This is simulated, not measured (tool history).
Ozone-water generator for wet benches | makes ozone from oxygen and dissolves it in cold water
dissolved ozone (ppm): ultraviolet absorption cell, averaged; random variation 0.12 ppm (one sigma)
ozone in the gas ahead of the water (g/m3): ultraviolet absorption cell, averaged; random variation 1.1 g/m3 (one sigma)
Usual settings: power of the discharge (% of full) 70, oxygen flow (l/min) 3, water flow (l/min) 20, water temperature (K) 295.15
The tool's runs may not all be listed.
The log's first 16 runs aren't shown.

run,hour,power of the discharge (% of full),oxygen flow (l/min),water flow (l/min),water temperature (K),dissolved ozone (ppm),ozone in the gas ahead of the water (g/m3)
17,1343.7,70,3,20,290.15,11.1,195.8
18,1391.4,80,3,20,291.15,12.2,212.5
19,1439.8,46,1.79,13,289.15,13.3,198.7
20,1530.8,64,1.79,21,289.15,9.1,243.1
21,1619.8,64,1.79,21,289.15,9.2,242.8
22,1712.6,81,3,20,290.15,12.4,215.2
23,1800,70,1.76,23,295.15,8.4,259.6
24,1908.5,59,1.63,23,295.15,7.2,242.4
25,1985.5,59,1.63,23,295.15,7,242.6
26,2037.8,43,3.16,12,300.15,12.6,137.5
27,2145.3,70,3,20,299.15,10.3,194.1
28,2244.6,70,3,20,299.15,10,195.4
29,2312,63,3,25,302.15,6.8,183.6
30,2370.4,63,3,25,289.15,8,180.2
31,2445.3,63,3,25,289.15,8.3,181.6
32,2531.7,92,3,17,289.15,16.5,231.3
33,2610.5,73,2.8,20,291.15,11.5,206.8

3 ways to go on from here, each from the tool as it stands after run 33. What would each give?
A,2711.3,70,3,20,290.15,?,?
B,2711.3,73,2.8,26,298.15,?,?
C,2711.3,58,3,20,295.15,?,?

run,dissolved ozone (ppm),ozone in the gas ahead of the water (g/m3)
A,11.2,194.6
B,7.7,205.7
C,9.6,170.2
Without the tool's hidden state the same runs would have given:
run,dissolved ozone (ppm),ozone in the gas ahead of the water (g/m3)
A,11.3,200
B,7.7,211.5
C,9.6,175
